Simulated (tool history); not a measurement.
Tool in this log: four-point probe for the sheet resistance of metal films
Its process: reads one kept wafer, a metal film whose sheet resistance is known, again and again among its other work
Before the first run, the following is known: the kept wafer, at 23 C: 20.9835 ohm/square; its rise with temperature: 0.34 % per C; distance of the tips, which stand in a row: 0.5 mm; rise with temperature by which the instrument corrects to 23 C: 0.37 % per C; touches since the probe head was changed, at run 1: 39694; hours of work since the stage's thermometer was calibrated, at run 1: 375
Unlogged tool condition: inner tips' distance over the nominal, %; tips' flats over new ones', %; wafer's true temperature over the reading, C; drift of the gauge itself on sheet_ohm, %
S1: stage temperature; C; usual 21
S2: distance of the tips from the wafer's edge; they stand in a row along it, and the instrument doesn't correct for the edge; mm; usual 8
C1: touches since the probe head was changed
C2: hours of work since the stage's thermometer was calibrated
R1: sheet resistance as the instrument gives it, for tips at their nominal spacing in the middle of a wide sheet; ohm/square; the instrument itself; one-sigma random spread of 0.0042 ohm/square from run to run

| run | hour | S1 | S2 | C1 | C2 | R1 |
|---|---|---|---|---|---|---|
| 1 | 0.0 | 21 | 8 | 39694 | 375 | 21.050301 |
| 2 | 61.3 | 21 | 19 | 40599 | 414 | 21.018154 |
| 3 | 149.0 | 18 | 19 | 41896 | 470 | 21.034145 |
| 4 | 217.3 | 18 | 19 | 42905 | 513 | 21.029831 |
| 5 | 300.5 | 21 | 5 | 44135 | 566 | 21.123440 |
| 6 | 408.1 | 22 | 5 | 45724 | 635 | 21.115514 |
|  | 413.0 | stage's thermometer calibrated |
| 7 | 452.6 | 21 | 8 | 46374 | 25 | 21.051861 |
| 8 | 505.8 | 21 | 8 | 47161 | 59 | 21.050634 |
| 9 | 610.9 | 32 | 73 | 48713 | 126 | 20.933445 |
|  | 674.0 | stage's thermometer calibrated, once more |
| 10 | 691.2 | 21 | 11 | 49892 | 11 | 21.002607 |
| 11 | 749.3 | 24 | 9 | 50751 | 48 | 21.000313 |
| 12 | 813.9 | 23 | 72 | 51705 | 89 | 20.966244 |

What will run 13 give?
| 13 | 885.8 | 30 | 20 | 52767 | 135 | ? |

R1: 20.932254 ohm/square
Were there no unlogged condition in the tool, this run, its random variation unchanged, would have produced R1 20.945412 ohm/square.
